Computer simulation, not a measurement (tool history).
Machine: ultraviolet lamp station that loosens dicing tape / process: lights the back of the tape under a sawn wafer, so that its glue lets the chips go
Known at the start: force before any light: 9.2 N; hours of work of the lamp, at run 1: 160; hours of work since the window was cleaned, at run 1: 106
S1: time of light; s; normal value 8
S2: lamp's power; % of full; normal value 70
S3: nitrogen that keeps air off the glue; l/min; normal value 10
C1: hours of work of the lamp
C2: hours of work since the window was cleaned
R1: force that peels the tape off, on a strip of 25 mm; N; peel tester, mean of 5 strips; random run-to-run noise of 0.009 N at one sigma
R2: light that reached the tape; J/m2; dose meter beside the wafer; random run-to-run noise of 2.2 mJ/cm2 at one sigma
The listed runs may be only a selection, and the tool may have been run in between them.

run,hour,S1,S2,S3,C1,C2,R1,R2
1,0.0,8,70,10,160,106,0.390,1770
2,12.6,8,70,3,166,112,1.298,1780
3,25.6,8,70,10,172,117,0.361,1820
4,39.2,8,70,10,178,123,0.363,1760
5,52.8,8,70,10,184,129,0.374,1800
6,65.4,8,70,10,189,135,0.367,1760
7,79.7,8,70,5,195,141,0.805,1790
8,88.4,8,70,5,199,145,0.790,1750
9,98.2,8,70,10,204,149,0.383,1800
10,112.5,8,70,10,210,156,0.367,1810
11,126.5,8,70,10,216,162,0.367,1780
12,143.2,8,69,10,223,169,0.385,1750
13,152.3,8,70,10,227,173,0.363,1780
14,168.4,8,70,10,235,180,0.369,1770
15,180.3,8,70,10,240,185,0.373,1780
16,195.2,5,98,4,246,192,1.271,1540
17,211.3,11,70,16,253,199,0.108,2410
18,219.8,11,70,16,257,203,0.101,2480

What will run 19 give?
19,236.0,11,70,16,264,210,?,?

R1: 0.116 N
R2: 2450 J/m2
The same run, on a tool lacking any hidden state, would have yielded R1 0.116 N, R2 2450 J/m2.
